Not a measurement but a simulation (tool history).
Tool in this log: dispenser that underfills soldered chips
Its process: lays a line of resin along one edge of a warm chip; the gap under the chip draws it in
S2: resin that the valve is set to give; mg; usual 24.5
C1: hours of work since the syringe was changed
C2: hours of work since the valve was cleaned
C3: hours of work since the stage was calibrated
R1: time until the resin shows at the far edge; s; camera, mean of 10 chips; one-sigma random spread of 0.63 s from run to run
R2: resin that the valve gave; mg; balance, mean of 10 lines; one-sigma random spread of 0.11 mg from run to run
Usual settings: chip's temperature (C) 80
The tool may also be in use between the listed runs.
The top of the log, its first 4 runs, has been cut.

-- hour=34.2 new syringe of resin
run 5 hour=37.8 | chip's_temperature_(C)=80 S2=24.5 | C1=2 C2=36 C3=366 | R1=64.5 R2=23.97
run 6 hour=46.5 | chip's_temperature_(C)=80 S2=24.5 | C1=8 C2=41 C3=371 | R1=77.7 R2=23.65
-- hour=54 new syringe of resin
run 7 hour=57.8 | chip's_temperature_(C)=88 S2=24.5 | C1=2 C2=48 C3=378 | R1=43.8 R2=23.5
run 8 hour=69 | chip's_temperature_(C)=93 S2=24.5 | C1=9 C2=55 C3=385 | R1=44.8 R2=23.23
-- hour=74.3 new syringe of resin
run 9 hour=76.6 | chip's_temperature_(C)=93 S2=24.5 | C1=1 C2=59 C3=390 | R1=34.1 R2=23.48
-- hour=86.5 dispensing valve cleaned and set on the balance
run 10 hour=91.4 | chip's_temperature_(C)=78 S2=24.5 | C1=10 C2=3 C3=398 | R1=90.1 R2=24.49
-- hour=95.7 new syringe of resin
run 11 hour=102.7 | chip's_temperature_(C)=80 S2=24.5 | C1=4 C2=10 C3=405 | R1=68.5 R2=24.4
run 12 hour=109 | chip's_temperature_(C)=80 S2=24.5 | C1=8 C2=14 C3=409 | R1=76.8 R2=24.34
-- hour=115.7 new syringe of resin
run 13 hour=120.7 | chip's_temperature_(C)=80 S2=24.5 | C1=3 C2=21 C3=416 | R1=64.7 R2=24.25
run 14 hour=126.9 | chip's_temperature_(C)=80 S2=24.5 | C1=7 C2=24 C3=419 | R1=74.9 R2=24.07
run 15 hour=133 | chip's_temperature_(C)=80 S2=24.5 | C1=11 C2=28 C3=423 | R1=84 R2=24.09
-- hour=136.4 new syringe of resin
run 16 hour=140.2 | chip's_temperature_(C)=80 S2=21.4 | C1=2 C2=32 C3=427 | R1=65.4 R2=21.06
run 17 hour=154.1 | chip's_temperature_(C)=80 S2=24.5 | C1=11 C2=41 C3=436 | R1=85.1 R2=23.86
-- hour=156.3 new syringe of resin
run 18 hour=165.6 | chip's_temperature_(C)=80 S2=22.3 | C1=6 C2=48 C3=443 | R1=72.7 R2=21.64
-- hour=176.2 new syringe of resin
run 19 hour=178.7 | chip's_temperature_(C)=80 S2=22.3 | C1=2 C2=55 C3=450 | R1=64 R2=21.44
run 20 hour=191.8 | chip's_temperature_(C)=89 S2=24.4 | C1=10 C2=63 C3=458 | R1=55 R2=23.34
-- hour=194 dispensing valve cleaned and set on the balance
-- hour=197.5 new syringe of resin
run 21 hour=199.1 | chip's_temperature_(C)=93 S2=27.2 | C1=1 C2=3 C3=462 | R1=32.9 R2=27.25

Run 22 has not been measured yet. What should we expect?
run 22 hour=213 | chip's_temperature_(C)=72 S2=22.3 | C1=9 C2=11 C3=471 | R1=? R2=?

R1: 123.7 s
R2: 22.12 mg
Take away the tool's hidden state, keep the run-to-run variation as it was, and the same run would have given R1 83.6 s, R2 22.27 mg.
